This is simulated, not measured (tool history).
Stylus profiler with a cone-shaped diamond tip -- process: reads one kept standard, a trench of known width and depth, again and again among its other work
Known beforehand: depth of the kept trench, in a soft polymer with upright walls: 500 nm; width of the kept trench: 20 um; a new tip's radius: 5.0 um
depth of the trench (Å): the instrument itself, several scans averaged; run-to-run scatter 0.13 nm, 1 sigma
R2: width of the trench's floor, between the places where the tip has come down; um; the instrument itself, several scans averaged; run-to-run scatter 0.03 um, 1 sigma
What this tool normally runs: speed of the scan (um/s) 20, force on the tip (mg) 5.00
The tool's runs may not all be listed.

run 1 hour=0.0 | speed_of_the_scan_(um/s)=20 force_on_the_tip_(mg)=5.00 | depth_of_the_trench_(Å)=5065.4 R2=15.32
run 2 hour=80.7 | speed_of_the_scan_(um/s)=20 force_on_the_tip_(mg)=5.00 | depth_of_the_trench_(Å)=5063.7 R2=15.34
run 3 hour=153.3 | speed_of_the_scan_(um/s)=20 force_on_the_tip_(mg)=5.00 | depth_of_the_trench_(Å)=5062.5 R2=15.33
run 4 hour=235.8 | speed_of_the_scan_(um/s)=20 force_on_the_tip_(mg)=5.00 | depth_of_the_trench_(Å)=5062.4 R2=15.24
run 5 hour=283.8 | speed_of_the_scan_(um/s)=20 force_on_the_tip_(mg)=5.00 | depth_of_the_trench_(Å)=5063.6 R2=15.28
run 6 hour=323.8 | speed_of_the_scan_(um/s)=20 force_on_the_tip_(mg)=5.00 | depth_of_the_trench_(Å)=5061.1 R2=15.29
run 7 hour=386.0 | speed_of_the_scan_(um/s)=20 force_on_the_tip_(mg)=5.00 | depth_of_the_trench_(Å)=5062.2 R2=15.20
run 8 hour=462.0 | speed_of_the_scan_(um/s)=16 force_on_the_tip_(mg)=5.00 | depth_of_the_trench_(Å)=5060.4 R2=15.27
run 9 hour=527.1 | speed_of_the_scan_(um/s)=16 force_on_the_tip_(mg)=5.00 | depth_of_the_trench_(Å)=5059.4 R2=15.20
run 10 hour=617.6 | speed_of_the_scan_(um/s)=16 force_on_the_tip_(mg)=5.00 | depth_of_the_trench_(Å)=5058.9 R2=15.19
run 11 hour=677.8 | speed_of_the_scan_(um/s)=24 force_on_the_tip_(mg)=5.00 | depth_of_the_trench_(Å)=5058.4 R2=15.17
run 12 hour=724.3 | speed_of_the_scan_(um/s)=24 force_on_the_tip_(mg)=5.00 | depth_of_the_trench_(Å)=5057.6 R2=15.17
run 13 hour=780.2 | speed_of_the_scan_(um/s)=24 force_on_the_tip_(mg)=5.00 | depth_of_the_trench_(Å)=5056.4 R2=15.13
run 14 hour=845.6 | speed_of_the_scan_(um/s)=24 force_on_the_tip_(mg)=5.00 | depth_of_the_trench_(Å)=5056.1 R2=15.15
run 15 hour=899.5 | speed_of_the_scan_(um/s)=24 force_on_the_tip_(mg)=5.00 | depth_of_the_trench_(Å)=5055.9 R2=15.11
run 16 hour=964.7 | speed_of_the_scan_(um/s)=24 force_on_the_tip_(mg)=5.00 | depth_of_the_trench_(Å)=5055.3 R2=15.06
run 17 hour=1016.3 | speed_of_the_scan_(um/s)=79 force_on_the_tip_(mg)=3.02 | depth_of_the_trench_(Å)=5053.6 R2=14.94
run 18 hour=1093.3 | speed_of_the_scan_(um/s)=6 force_on_the_tip_(mg)=5.00 | depth_of_the_trench_(Å)=5075.1 R2=15.10
run 19 hour=1152.1 | speed_of_the_scan_(um/s)=40 force_on_the_tip_(mg)=2.73 | depth_of_the_trench_(Å)=5049.5 R2=15.02
run 20 hour=1221.4 | speed_of_the_scan_(um/s)=8 force_on_the_tip_(mg)=5.93 | depth_of_the_trench_(Å)=5078.1 R2=14.99
run 21 hour=1285.4 | speed_of_the_scan_(um/s)=31 force_on_the_tip_(mg)=14.90 | depth_of_the_trench_(Å)=5151.9 R2=14.91
run 22 hour=1367.4 | speed_of_the_scan_(um/s)=31 force_on_the_tip_(mg)=14.90 | depth_of_the_trench_(Å)=5152.8 R2=15.00
run 23 hour=1404.4 | speed_of_the_scan_(um/s)=46 force_on_the_tip_(mg)=3.61 | depth_of_the_trench_(Å)=5056.5 R2=14.89
run 24 hour=1443.8 | speed_of_the_scan_(um/s)=8 force_on_the_tip_(mg)=3.79 | depth_of_the_trench_(Å)=5058.0 R2=14.95
run 25 hour=1534.0 | speed_of_the_scan_(um/s)=8 force_on_the_tip_(mg)=3.79 | depth_of_the_trench_(Å)=5055.5 R2=14.92
run 26 hour=1621.2 | speed_of_the_scan_(um/s)=8 force_on_the_tip_(mg)=3.79 | depth_of_the_trench_(Å)=5055.1 R2=14.97
run 27 hour=1674.9 | speed_of_the_scan_(um/s)=8 force_on_the_tip_(mg)=3.79 | depth_of_the_trench_(Å)=5054.8 R2=14.92
run 28 hour=1725.3 | speed_of_the_scan_(um/s)=8 force_on_the_tip_(mg)=3.79 | depth_of_the_trench_(Å)=5053.9 R2=14.87
run 29 hour=1794.0 | speed_of_the_scan_(um/s)=31 force_on_the_tip_(mg)=3.73 | depth_of_the_trench_(Å)=5052.8 R2=14.83
run 30 hour=1851.4 | speed_of_the_scan_(um/s)=31 force_on_the_tip_(mg)=3.73 | depth_of_the_trench_(Å)=5052.6 R2=14.81
run 31 hour=1919.5 | speed_of_the_scan_(um/s)=18 force_on_the_tip_(mg)=8.26 | depth_of_the_trench_(Å)=5095.1 R2=14.81
run 32 hour=1961.9 | speed_of_the_scan_(um/s)=18 force_on_the_tip_(mg)=8.26 | depth_of_the_trench_(Å)=5093.4 R2=14.88

Not shown: 1 entry that the log had between the listed runs. Between which runs, and how does the tool's hidden state differ before and after?
After run 16, before run 17: height scale calibrated on a step standard (hour 977.5)
  radius of the tip, um: 6.22 -> 6.26; height scale over the true one, %: -0.399 -> -0.009
  measured result minus the result with no hidden state, depth of the trench (Å): -20.2 -> -0.4; R2: -0.53 -> -0.55 um
